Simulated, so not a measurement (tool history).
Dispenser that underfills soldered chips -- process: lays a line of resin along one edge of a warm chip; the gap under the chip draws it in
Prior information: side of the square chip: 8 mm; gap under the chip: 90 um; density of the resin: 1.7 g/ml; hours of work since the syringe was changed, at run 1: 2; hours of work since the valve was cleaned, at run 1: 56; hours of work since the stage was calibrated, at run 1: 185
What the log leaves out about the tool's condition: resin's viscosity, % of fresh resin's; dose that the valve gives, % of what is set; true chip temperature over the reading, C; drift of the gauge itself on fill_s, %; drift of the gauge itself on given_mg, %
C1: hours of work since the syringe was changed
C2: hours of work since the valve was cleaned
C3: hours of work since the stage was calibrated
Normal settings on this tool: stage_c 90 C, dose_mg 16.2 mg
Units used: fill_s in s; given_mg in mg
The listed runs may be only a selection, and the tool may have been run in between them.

{"run": 1, "hour": 0.0, "stage_c": 90, "dose_mg": 16.2, "C1": 2, "C2": 56, "C3": 185, "fill_s": 9.2, "given_mg": 15.77}
{"hour": 6.3, "done": "new syringe of resin"}
{"run": 2, "hour": 7.1, "stage_c": 90, "dose_mg": 13.9, "C1": 1, "C2": 61, "C3": 191, "fill_s": 9.4, "given_mg": 13.45}
{"hour": 9.2, "done": "dispensing valve cleaned and set on the balance"}
{"run": 3, "hour": 15.3, "stage_c": 90, "dose_mg": 13.9, "C1": 6, "C2": 5, "C3": 196, "fill_s": 10.8, "given_mg": 13.84}
{"hour": 16.5, "done": "new syringe of resin"}
{"run": 4, "hour": 22.1, "stage_c": 90, "dose_mg": 14.1, "C1": 4, "C2": 10, "C3": 201, "fill_s": 10.6, "given_mg": 14.04}
{"hour": 25.4, "done": "new syringe of resin"}
{"run": 5, "hour": 28.7, "stage_c": 81, "dose_mg": 16.2, "C1": 2, "C2": 14, "C3": 206, "fill_s": 13.5, "given_mg": 16.13}
{"hour": 34.4, "done": "new syringe of resin"}
{"run": 6, "hour": 35.9, "stage_c": 81, "dose_mg": 16.2, "C1": 1, "C2": 20, "C3": 211, "fill_s": 12.9, "given_mg": 15.99}
{"run": 7, "hour": 40.3, "stage_c": 90, "dose_mg": 17.4, "C1": 4, "C2": 23, "C3": 214, "fill_s": 10.4, "given_mg": 17.23}
{"hour": 43.3, "done": "new syringe of resin"}
{"run": 8, "hour": 44.4, "stage_c": 90, "dose_mg": 17.4, "C1": 1, "C2": 26, "C3": 217, "fill_s": 9.3, "given_mg": 17.14}
{"run": 9, "hour": 51.2, "stage_c": 90, "dose_mg": 17.4, "C1": 6, "C2": 31, "C3": 222, "fill_s": 10.6, "given_mg": 17.14}
{"hour": 52.2, "done": "new syringe of resin"}
{"run": 10, "hour": 57.0, "stage_c": 90, "dose_mg": 17.4, "C1": 4, "C2": 35, "C3": 227, "fill_s": 9.7, "given_mg": 17.05}
{"hour": 61.3, "done": "new syringe of resin"}
{"run": 11, "hour": 64.2, "stage_c": 90, "dose_mg": 19.1, "C1": 2, "C2": 40, "C3": 232, "fill_s": 9.4, "given_mg": 18.71}
{"hour": 70.1, "done": "new syringe of resin"}
{"run": 12, "hour": 70.8, "stage_c": 90, "dose_mg": 14.2, "C1": 1, "C2": 45, "C3": 237, "fill_s": 9.3, "given_mg": 13.91}
{"run": 13, "hour": 76.5, "stage_c": 88, "dose_mg": 19.4, "C1": 5, "C2": 49, "C3": 241, "fill_s": 11.2, "given_mg": 18.91}
{"hour": 79.0, "done": "new syringe of resin"}
{"run": 14, "hour": 82.8, "stage_c": 88, "dose_mg": 19.4, "C1": 3, "C2": 54, "C3": 245, "fill_s": 10.1, "given_mg": 18.8}
{"hour": 88.1, "done": "new syringe of resin"}
{"run": 15, "hour": 89.2, "stage_c": 88, "dose_mg": 14.6, "C1": 1, "C2": 59, "C3": 250, "fill_s": 10, "given_mg": 14.24}
{"hour": 95.4, "done": "dispensing valve cleaned and set on the balance"}
{"run": 16, "hour": 95.9, "stage_c": 92, "dose_mg": 18, "C1": 5, "C2": 0, "C3": 254, "fill_s": 9.6, "given_mg": 17.86}
{"hour": 98.3, "done": "new syringe of resin"}
{"run": 17, "hour": 101.6, "stage_c": 93, "dose_mg": 18, "C1": 2, "C2": 4, "C3": 258, "fill_s": 8.6, "given_mg": 18.05}
{"hour": 107.4, "done": "new syringe of resin"}
{"run": 18, "hour": 109.2, "stage_c": 99, "dose_mg": 17.2, "C1": 1, "C2": 10, "C3": 264, "fill_s": 6.5, "given_mg": 17.06}
{"run": 19, "hour": 112.6, "stage_c": 75, "dose_mg": 15.4, "C1": 4, "C2": 13, "C3": 267, "fill_s": 17.3, "given_mg": 15.3}
{"hour": 116.3, "done": "new syringe of resin"}
{"run": 20, "hour": 118.7, "stage_c": 90, "dose_mg": 18.7, "C1": 2, "C2": 17, "C3": 271, "fill_s": 9.5, "given_mg": 18.63}
{"hour": 125.2, "done": "new syringe of resin"}
{"run": 21, "hour": 126.3, "stage_c": 83, "dose_mg": 15.8, "C1": 1, "C2": 23, "C3": 276, "fill_s": 11.6, "given_mg": 15.66}
{"run": 22, "hour": 131.4, "stage_c": 87, "dose_mg": 14.8, "C1": 5, "C2": 26, "C3": 280, "fill_s": 11.3, "given_mg": 14.58}
{"hour": 134.0, "done": "new syringe of resin"}
{"run": 23, "hour": 136.8, "stage_c": 95, "dose_mg": 14, "C1": 2, "C2": 30, "C3": 284, "fill_s": 7.9, "given_mg": 13.79}

A few steps of fill_s between consecutive runs. Split each: what settings, incoming material and random variation would produce without the hidden state, and what is left over for the hidden state, along with gauge scatter present in only one of the two compared results (measured, and without hidden state):
Run 2 -> 3: dispensing valve cleaned and set on the balance. fill_s +1.4 s: hidden state +1.8, all else -0.4.
Run 8 -> 9: no setting touched and nothing written in the log between the runs. fill_s +1.3 s: hidden state +1.7, all else -0.4.
Run 18 -> 19: stage_c 99 -> 75, dose_mg 17.2 -> 15.4. fill_s +10.8 s: hidden state +1.2, all else +9.6.
Run 19 -> 20: stage_c 75 -> 90, dose_mg 15.4 -> 18.7, new syringe of resin. fill_s -7.8 s: hidden state -0.9, all else -6.9.
